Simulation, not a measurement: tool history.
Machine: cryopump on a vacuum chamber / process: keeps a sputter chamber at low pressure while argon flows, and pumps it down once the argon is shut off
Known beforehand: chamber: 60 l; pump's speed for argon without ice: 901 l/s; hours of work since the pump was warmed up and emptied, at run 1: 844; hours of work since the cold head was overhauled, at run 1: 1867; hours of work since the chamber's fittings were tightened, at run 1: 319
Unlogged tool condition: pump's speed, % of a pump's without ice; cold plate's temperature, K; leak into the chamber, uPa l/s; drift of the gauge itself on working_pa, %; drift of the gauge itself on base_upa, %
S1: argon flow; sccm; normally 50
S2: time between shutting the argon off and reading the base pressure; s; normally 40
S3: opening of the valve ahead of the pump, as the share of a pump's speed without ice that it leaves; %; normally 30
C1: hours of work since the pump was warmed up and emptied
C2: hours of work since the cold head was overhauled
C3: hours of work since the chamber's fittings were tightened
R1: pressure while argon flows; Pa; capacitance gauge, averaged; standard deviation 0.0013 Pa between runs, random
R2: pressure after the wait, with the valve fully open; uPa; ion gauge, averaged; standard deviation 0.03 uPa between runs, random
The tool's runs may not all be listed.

run	hour	S1	S2	S3	C1	C2	C3	R1	R2
1	0.0	50	40	30	844	1867	319	0.3497	2.64
2	89.8	50	63	30	882	1904	357	0.3508	2.26
3	204.2	50	63	30	929	1951	404	0.3554	2.38
4	262.3	36	40	30	953	1976	428	0.2576	2.82
5	346.8	36	40	30	988	2011	463	0.2594	2.96
# hour 358.6: pump warmed up, emptied and cooled again
6	464.2	36	40	30	44	2057	510	0.2289	2.57
7	535.1	50	42	30	73	2087	539	0.3163	2.52
8	602.6	37	40	30	101	2115	567	0.2346	2.73
9	654.2	37	40	30	123	2136	589	0.2370	2.77
10	711.6	37	40	30	147	2160	613	0.2405	2.82
11	799.7	37	40	30	183	2197	649	0.2385	2.94
12	874.7	50	40	30	214	2228	680	0.3216	2.91
13	957.3	50	40	30	248	2262	715	0.3214	3.02
14	1021.4	50	40	30	275	2289	741	0.3235	3.16
15	1096.9	50	40	30	306	2320	772	0.3266	3.18
16	1188.7	50	40	30	345	2358	811	0.3247	3.34
17	1297.5	50	40	30	390	2403	856	0.3265	3.43
18	1364.7	50	40	30	418	2431	884	0.3294	3.61
19	1422.3	50	143	30	441	2455	908	0.3309	2.76
20	1537.2	50	143	30	489	2503	955	0.3336	2.98
21	1635.0	97	105	59	530	2543	996	0.3481	3.21
22	1718.8	30	222	38	565	2578	1031	0.1617	3.06
23	1830.7	30	222	38	611	2624	1077	0.1645	3.25
24	1897.1	38	40	30	639	2652	1105	0.2582	4.32
25	1979.8	81	21	35	673	2686	1139	0.4813	5.24
26	2047.5	50	59	29	701	2714	1167	0.3508	4.06
27	2110.1	23	40	25	727	2740	1193	0.1867	4.74
28	2208.0	49	73	38	768	2781	1234	0.2759	4.25
29	2322.4	44	40	30	815	2828	1281	0.3082	5.04
30	2379.3	44	40	30	839	2852	1305	0.3076	5.14
31	2440.8	44	40	30	864	2878	1330	0.3106	5.19
32	2501.7	23	292	49	889	2903	1356	0.1088	4.22
33	2562.9	23	292	49	915	2928	1381	0.1074	4.31
34	2614.5	98	35	33	936	2950	1402	0.6425	5.62
35	2691.7	98	35	33	968	2982	1434	0.6512	5.86

Below are 3 alternative next runs, each starting from the tool's condition after run 35. Predict each:
# hour 2753.6: pump warmed up, emptied and cooled again
A	2799.8	50	179	30	19	3025	1477	?	?
# hour 2753.6: pump warmed up, emptied and cooled again
B	2799.8	59	280	25	19	3025	1477	?	?
# hour 2753.6: pump warmed up, emptied and cooled again
C	2799.8	50	119	18	19	3025	1477	?	?

run	R1	R2
A	0.3162	3.40
B	0.4470	3.35
C	0.5240	3.57
Without the tool's hidden state the same runs would have given:
run	R1	R2
A	0.3133	0.58
B	0.4436	0.52
C	0.5212	0.72
